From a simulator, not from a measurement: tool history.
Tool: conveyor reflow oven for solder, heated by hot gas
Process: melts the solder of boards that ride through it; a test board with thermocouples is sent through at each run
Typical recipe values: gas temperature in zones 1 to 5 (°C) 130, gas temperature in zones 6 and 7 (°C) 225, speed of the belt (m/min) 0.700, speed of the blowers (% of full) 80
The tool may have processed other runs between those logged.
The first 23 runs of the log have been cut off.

run	hour	gas temperature in zones 1 to 5 (°C)	gas temperature in zones 6 and 7 (°C)	speed of the belt (m/min)	speed of the blowers (% of full)	hours of work since the flux was cleaned out	hours of work since the belt drive was overhauled	hours of work since the thermocouples were changed	highest temperature of the board (°C)	time above the solder's melting point (s)
24	284.6	132	225	0.584	59	422	584	309	209.4	46.1
25	299.0	123	232	0.740	54	433	595	319	202.5	26.5
26	313.2	135	223	0.776	60	443	605	330	199.0	24.4
# hour 330.0: flux residue cleaned out of gas plates and filters
27	332.7	116	223	0.612	84	2	616	341	213.0	45.2
28	341.4	131	225	0.700	80	9	623	348	212.2	40.8
29	349.0	131	225	0.694	54	14	628	353	204.5	33.3
30	360.0	130	221	0.647	80	22	637	361	210.6	43.4
31	367.1	139	227	0.777	51	28	642	367	202.6	28.8

Alternative continuations, all from the tool just after run 31; predict every row:
A	374.5	127	227	0.777	51	33	648	372	?	?
B	374.5	139	225	0.629	80	33	648	372	?	?
C	374.5	139	235	0.622	53	33	648	372	?	?

run	highest temperature of the board (°C)	time above the solder's melting point (s)
A	199.4	22.9
B	215.9	51.2
C	217.8	51.3
With the hidden condition removed and each run's random variation left untouched, the same runs would have given:
run	highest temperature of the board (°C)	time above the solder's melting point (s)
A	198.9	22.4
B	215.4	50.6
C	217.3	50.7

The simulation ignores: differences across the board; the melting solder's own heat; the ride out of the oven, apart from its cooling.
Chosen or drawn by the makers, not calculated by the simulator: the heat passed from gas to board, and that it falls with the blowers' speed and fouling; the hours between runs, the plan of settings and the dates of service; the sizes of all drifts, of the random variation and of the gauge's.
